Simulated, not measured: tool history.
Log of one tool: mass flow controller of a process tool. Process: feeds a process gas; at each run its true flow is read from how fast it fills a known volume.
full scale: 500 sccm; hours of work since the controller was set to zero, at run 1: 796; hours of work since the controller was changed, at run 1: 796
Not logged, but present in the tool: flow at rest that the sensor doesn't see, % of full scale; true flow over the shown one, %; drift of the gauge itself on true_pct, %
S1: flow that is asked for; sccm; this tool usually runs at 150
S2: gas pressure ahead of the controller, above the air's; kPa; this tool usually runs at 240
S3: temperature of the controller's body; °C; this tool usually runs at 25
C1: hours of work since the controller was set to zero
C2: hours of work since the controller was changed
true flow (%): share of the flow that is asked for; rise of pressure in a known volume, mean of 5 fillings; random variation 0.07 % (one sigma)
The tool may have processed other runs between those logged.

run 1 day=0 | S1=150 S2=240 S3=25 | C1=796 C2=796 | true_flow_(%)=99.01
run 2 day=2.825 | S1=100 S2=240 S3=25 | C1=850 C2=850 | true_flow_(%)=98.91
run 3 day=6.792 | S1=79 S2=240 S3=25 | C1=926 C2=926 | true_flow_(%)=98.91
run 4 day=9.667 | S1=150 S2=240 S3=25 | C1=981 C2=981 | true_flow_(%)=99.07
run 5 day=14.196 | S1=69 S2=240 S3=25 | C1=1068 C2=1068 | true_flow_(%)=98.92
run 6 day=16.771 | S1=69 S2=240 S3=25 | C1=1117 C2=1117 | true_flow_(%)=98.71
run 7 day=19.429 | S1=150 S2=240 S3=25 | C1=1168 C2=1168 | true_flow_(%)=98.98
run 8 day=22.533 | S1=150 S2=193 S3=25 | C1=1227 C2=1227 | true_flow_(%)=99.34
run 9 day=26.696 | S1=150 S2=240 S3=40 | C1=1307 C2=1307 | true_flow_(%)=98.28
run 10 day=29.212 | S1=150 S2=240 S3=40 | C1=1355 C2=1355 | true_flow_(%)=98.2

Run 11 is up next; what results do you expect?
run 11 day=32.142 | S1=150 S2=240 S3=25 | C1=1411 C2=1411 | true_flow_(%)=?

true flow (%): 98.92
If the tool had no hidden condition, the same run with the same run-to-run variation would have returned true flow (%) 98.93.

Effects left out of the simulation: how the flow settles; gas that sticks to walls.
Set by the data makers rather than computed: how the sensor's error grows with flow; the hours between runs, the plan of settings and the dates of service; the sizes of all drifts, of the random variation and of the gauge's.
